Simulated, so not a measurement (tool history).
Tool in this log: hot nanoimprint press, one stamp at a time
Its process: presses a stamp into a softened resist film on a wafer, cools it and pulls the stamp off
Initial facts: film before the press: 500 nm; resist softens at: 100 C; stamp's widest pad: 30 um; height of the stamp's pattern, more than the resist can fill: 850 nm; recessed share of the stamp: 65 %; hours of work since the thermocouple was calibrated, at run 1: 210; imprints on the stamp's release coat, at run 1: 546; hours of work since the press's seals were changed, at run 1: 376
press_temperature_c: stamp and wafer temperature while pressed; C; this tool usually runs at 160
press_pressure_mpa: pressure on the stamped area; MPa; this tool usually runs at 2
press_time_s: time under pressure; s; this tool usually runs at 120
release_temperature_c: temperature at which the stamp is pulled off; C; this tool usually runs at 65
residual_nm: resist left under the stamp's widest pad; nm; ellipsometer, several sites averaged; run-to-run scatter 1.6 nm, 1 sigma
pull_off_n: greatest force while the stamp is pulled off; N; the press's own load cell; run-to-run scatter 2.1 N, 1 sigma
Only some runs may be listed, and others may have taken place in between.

run,day,press_temperature_c,press_pressure_mpa,press_time_s,release_temperature_c,hours of work since the thermocouple was calibrated,imprints on the stamp's release coat,hours of work since the press's seals were changed,residual_nm,pull_off_n
1,0,160,2,120,65,210,546,376,262.1,110
2,1.971,160,2,120,60,231,617,396,262.6,112
3,5.4,160,2,120,60,266,740,431,265.1,116
# day 6.292: stamp cleaned and given a new release coat
4,7.167,160,2,120,60,281,31,447,265.5,99
5,9.792,160,2,120,60,308,125,474,263.6,100
# day 11.696: plate thermocouple calibrated
6,12.717,160,2,120,60,10,226,503,282.2,104
7,14.633,160,2.44,120,60,30,295,522,256.8,106
# day 15.275: press's hydraulic seals changed and the load cell set to zero
8,17.021,160,2.44,120,60,51,368,18,254.7,105
# day 18.571: plate thermocouple calibrated, once more
9,18.854,159,2,120,65,3,430,35,257.7,101
10,21.229,160,2,72,65,27,515,60,288.9,102
11,24.788,160,2,120,65,64,643,96,248.6,108
12,27.596,160,2,120,65,93,743,125,249.3,112
# day 28.367: stamp cleaned and given a new release coat
13,30.221,160,2,120,65,117,67,150,251.5,95
14,32.038,160,2,120,65,136,132,168,252.2,93
15,34.758,160,2.41,120,65,164,230,196,229.5,97
16,36.5,154,2.19,120,65,182,292,214,327,96
17,39.283,154,2.42,120,65,210,392,243,312.9,98
18,41.012,152,2.25,155,69,228,454,261,328.9,101
19,44.033,152,2.51,166,59,259,563,292,306.3,114
20,47.033,172,1.45,166,54,290,670,323,151.1,124
21,48.696,151,2,222,66,307,730,340,335,110
# day 49.862: stamp cleaned and given a new release coat
# day 51.017: plate thermocouple calibrated
22,52.292,159,2,187,72,13,83,373,225.9,85
23,55.204,159,3.13,184,62,43,187,403,177.9,99
24,57.604,159,3.13,184,62,68,273,427,178.4,103
25,59.588,160,1.41,62,62,88,344,448,352.3,105
26,62.758,160,2,78,65,121,458,480,289.5,103
27,65.921,160,2,78,65,153,572,513,293.5,109
# day 67.5: press's hydraulic seals changed and the load cell set to zero
28,69.296,168,2,211,65,184,681,18,136.3,111
# day 71.808: stamp cleaned and given a new release coat
29,73.125,167,2,145,67,221,48,55,170,90

Forecast each of these 3 alternatives for the next run:
A,75.167,169,2,120,65,242,121,76,?,?
B,75.167,160,2.78,63,65,242,121,76,?,?
C,75.167,162,2,145,72,242,121,76,?,?

run,residual_nm,pull_off_n
A,161.3,96
B,267.5,90
C,217.2,86
With the hidden condition removed and each run's random variation left untouched, the same runs would have given:
run,residual_nm,pull_off_n
A,154.4,92
B,256.5,86
C,207.7,83
